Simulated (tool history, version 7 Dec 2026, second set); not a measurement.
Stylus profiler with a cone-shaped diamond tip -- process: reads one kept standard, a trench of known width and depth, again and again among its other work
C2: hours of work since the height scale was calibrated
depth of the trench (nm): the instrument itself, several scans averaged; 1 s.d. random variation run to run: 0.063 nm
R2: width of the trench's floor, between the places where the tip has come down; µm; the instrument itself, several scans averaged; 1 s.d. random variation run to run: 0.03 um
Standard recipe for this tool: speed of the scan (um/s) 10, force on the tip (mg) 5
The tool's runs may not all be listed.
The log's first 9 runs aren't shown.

Run 10, hour 235.1: usual settings but force on the tip (mg) 4.57; scans with this tip 1167; C2 178. Result: depth of the trench (nm) 203.62, R2 18.18 µm.
Run 11, hour 268.3: usual settings but force on the tip (mg) 4.57; scans with this tip 1310; C2 200. Result: depth of the trench (nm) 203.73, R2 18.17 µm.
Run 12, hour 287.2: usual settings but force on the tip (mg) 2.38; scans with this tip 1392; C2 212. Result: depth of the trench (nm) 202.33, R2 18.13 µm.
Run 13, hour 316.1: usual settings but force on the tip (mg) 9.99; scans with this tip 1516; C2 231. Result: depth of the trench (nm) 206.17, R2 18.09 µm.
Run 14, hour 339.5: usual settings but force on the tip (mg) 9.99; scans with this tip 1618; C2 247. Result: depth of the trench (nm) 206.21, R2 18.11 µm.
Run 15, hour 366.2: usual settings but force on the tip (mg) 9.99; scans with this tip 1733; C2 264. Result: depth of the trench (nm) 206.17, R2 18.13 µm.
Run 16, hour 388.7: usual settings but force on the tip (mg) 9.99; scans with this tip 1830; C2 279. Result: depth of the trench (nm) 206.05, R2 18.19 µm.
Run 17, hour 415.2: usual settings but force on the tip (mg) 9.99; scans with this tip 1944; C2 297. Result: depth of the trench (nm) 206.19, R2 18.16 µm.
Run 18, hour 437.5: usual settings but force on the tip (mg) 9.99; scans with this tip 2040; C2 311. Result: depth of the trench (nm) 206.22, R2 18.13 µm.
Run 19, hour 456.9: usual settings but force on the tip (mg) 9.99; scans with this tip 2124; C2 324. Result: depth of the trench (nm) 206.19, R2 18.11 µm.
Run 20, hour 479.3: usual settings but force on the tip (mg) 9.99; scans with this tip 2221; C2 339. Result: depth of the trench (nm) 206.2, R2 18.14 µm.
At hour 482.3: height scale calibrated on a step standard.
Run 21, hour 505.2: usual settings but speed of the scan (um/s) 16, force on the tip (mg) 9.99; scans with this tip 2331; C2 15. Result: depth of the trench (nm) 206.1, R2 18.11 µm.
Run 22, hour 538.4: usual settings but speed of the scan (um/s) 16, force on the tip (mg) 9.99; scans with this tip 2474; C2 37. Result: depth of the trench (nm) 206.29, R2 18.06 µm.
At hour 543.2: height scale calibrated on a step standard, once more.
Run 23, hour 560.6: usual settings but speed of the scan (um/s) 30, force on the tip (mg) 5.49; scans with this tip 2567; C2 11. Result: depth of the trench (nm) 204.05, R2 17.97 µm.
Run 24, hour 576.3: usual settings but force on the tip (mg) 4.04; scans with this tip 2635; C2 22. Result: depth of the trench (nm) 203.44, R2 18.06 µm.
Run 25, hour 592.1: usual settings but force on the tip (mg) 4.04; scans with this tip 2703; C2 32. Result: depth of the trench (nm) 203.38, R2 18.1 µm.

Forecast run 26:
Run 26, hour 612.6: usual settings but speed of the scan (um/s) 4, force on the tip (mg) 3.83; scans with this tip 2792; C2 46. Result: depth of the trench (nm) ?, R2 ?.

Run 26 came out at depth of the trench (nm) 203.32, R2 18.12 µm.
With no hidden state in the tool, this same run would have given depth of the trench (nm) 203.25, R2 18.26 µm.
